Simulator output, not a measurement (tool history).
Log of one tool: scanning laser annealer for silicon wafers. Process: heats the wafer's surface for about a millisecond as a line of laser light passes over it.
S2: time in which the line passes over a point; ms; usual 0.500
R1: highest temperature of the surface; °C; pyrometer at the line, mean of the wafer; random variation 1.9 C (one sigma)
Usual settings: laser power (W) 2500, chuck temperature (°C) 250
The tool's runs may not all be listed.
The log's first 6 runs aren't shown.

run 7 hour=134.8 | laser_power_(W)=2267 S2=0.500 chuck_temperature_(°C)=250 | R1=973
run 8 hour=163.8 | laser_power_(W)=2267 S2=0.500 chuck_temperature_(°C)=250 | R1=972
run 9 hour=196.7 | laser_power_(W)=2267 S2=0.500 chuck_temperature_(°C)=250 | R1=973
run 10 hour=214.1 | laser_power_(W)=2267 S2=0.500 chuck_temperature_(°C)=250 | R1=972
run 11 hour=231.2 | laser_power_(W)=2248 S2=0.500 chuck_temperature_(°C)=250 | R1=965
run 12 hour=259.1 | laser_power_(W)=2248 S2=0.500 chuck_temperature_(°C)=250 | R1=960
run 13 hour=278.6 | laser_power_(W)=2248 S2=0.500 chuck_temperature_(°C)=250 | R1=964
run 14 hour=306.3 | laser_power_(W)=2248 S2=0.500 chuck_temperature_(°C)=250 | R1=962
-- hour=321.8 window over the wafer cleaned
run 15 hour=333.1 | laser_power_(W)=2500 S2=0.500 chuck_temperature_(°C)=250 | R1=1075
run 16 hour=356.7 | laser_power_(W)=2500 S2=0.500 chuck_temperature_(°C)=250 | R1=1071
run 17 hour=371.1 | laser_power_(W)=2500 S2=0.500 chuck_temperature_(°C)=250 | R1=1072
run 18 hour=387.1 | laser_power_(W)=2500 S2=0.500 chuck_temperature_(°C)=250 | R1=1072
run 19 hour=402.2 | laser_power_(W)=2500 S2=0.500 chuck_temperature_(°C)=250 | R1=1072
run 20 hour=434.8 | laser_power_(W)=2500 S2=0.500 chuck_temperature_(°C)=250 | R1=1067
run 21 hour=454.3 | laser_power_(W)=2500 S2=0.469 chuck_temperature_(°C)=237 | R1=1029
run 22 hour=474.8 | laser_power_(W)=2500 S2=0.469 chuck_temperature_(°C)=237 | R1=1030

Run 23 comes next. What will it give?
run 23 hour=497.2 | laser_power_(W)=2500 S2=0.363 chuck_temperature_(°C)=229 | R1=?

R1: 930 °C
Without the tool's hidden state the same run would have given R1 953 °C.

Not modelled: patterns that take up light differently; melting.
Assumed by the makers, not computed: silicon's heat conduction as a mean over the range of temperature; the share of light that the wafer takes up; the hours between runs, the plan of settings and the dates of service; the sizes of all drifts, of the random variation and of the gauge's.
